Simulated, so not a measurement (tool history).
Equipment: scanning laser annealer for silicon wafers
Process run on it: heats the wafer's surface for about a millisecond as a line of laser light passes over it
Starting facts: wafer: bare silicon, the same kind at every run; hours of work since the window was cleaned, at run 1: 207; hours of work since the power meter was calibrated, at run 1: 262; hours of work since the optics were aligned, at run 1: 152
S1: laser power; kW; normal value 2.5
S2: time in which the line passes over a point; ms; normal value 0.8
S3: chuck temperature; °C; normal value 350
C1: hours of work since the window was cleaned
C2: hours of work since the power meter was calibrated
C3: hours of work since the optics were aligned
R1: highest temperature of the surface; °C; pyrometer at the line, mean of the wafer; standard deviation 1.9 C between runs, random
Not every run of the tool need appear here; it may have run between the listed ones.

Run 1, hour 0: usual settings; C1 207; C2 262; C3 152. Result: R1 1175 °C.
Run 2, hour 24.3: usual settings but S3 366 °C; C1 222; C2 277; C3 166. Result: R1 1187 °C.
Run 3, hour 47.9: usual settings; C1 237; C2 292; C3 181. Result: R1 1170 °C.
Run 4, hour 84.3: usual settings; C1 259; C2 314; C3 203. Result: R1 1174 °C.
Run 5, hour 108.8: usual settings; C1 274; C2 329; C3 218. Result: R1 1171 °C.
Run 6, hour 138.6: usual settings; C1 292; C2 347; C3 237. Result: R1 1173 °C.
Run 7, hour 160.6: usual settings; C1 306; C2 361; C3 250. Result: R1 1171 °C.
At hour 165.3: window over the wafer cleaned.
Run 8, hour 178.3: usual settings; C1 8; C2 371; C3 260. Result: R1 1162 °C.
Run 9, hour 213.5: usual settings; C1 30; C2 392; C3 281. Result: R1 1161 °C.
Run 10, hour 239.8: usual settings but S1 2.528 kW, S2 0.983 ms; C1 46; C2 408; C3 298. Result: R1 1268 °C.
Run 11, hour 275.2: usual settings but S1 2.202 kW, S2 0.643 ms, S3 318 °C; C1 68; C2 430; C3 319. Result: R1 942 °C.
Run 12, hour 304.1: usual settings but S1 2.741 kW, S2 0.996 ms, S3 318 °C; C1 85; C2 448; C3 337. Result: R1 1335 °C.
Run 13, hour 326.5: usual settings but S1 2.741 kW, S2 0.996 ms, S3 318 °C; C1 99; C2 462; C3 351. Result: R1 1328 °C.
Run 14, hour 343.1: usual settings but S1 2.747 kW, S2 0.581 ms, S3 319 °C; C1 109; C2 472; C3 361. Result: R1 1078 °C.
At hour 350: window over the wafer cleaned, once more.
Run 15, hour 371: usual settings but S1 2.747 kW, S2 0.581 ms, S3 319 °C; C1 13; C2 488; C3 377. Result: R1 1100 °C.
Run 16, hour 388.1: usual settings but S1 2.675 kW, S2 0.959 ms, S3 337 °C; C1 23; C2 498; C3 387. Result: R1 1324 °C.

The logged runs with the hidden state left out (each run's random variation unchanged):
What the log doesn't record here: light that passes the window, % of a clean one's; laser's true power over the reading, %; width of the line over the set one, %; drift of the gauge itself on peak_c, C.
run    R1
  1  1188
  2  1201
  3  1184
  4  1189
  5  1188
  6  1190
  7  1189
  8  1186
  9  1186
 10  1297
 11   962
 12  1370
 13  1363
 14  1105
 15  1106
 16  1332

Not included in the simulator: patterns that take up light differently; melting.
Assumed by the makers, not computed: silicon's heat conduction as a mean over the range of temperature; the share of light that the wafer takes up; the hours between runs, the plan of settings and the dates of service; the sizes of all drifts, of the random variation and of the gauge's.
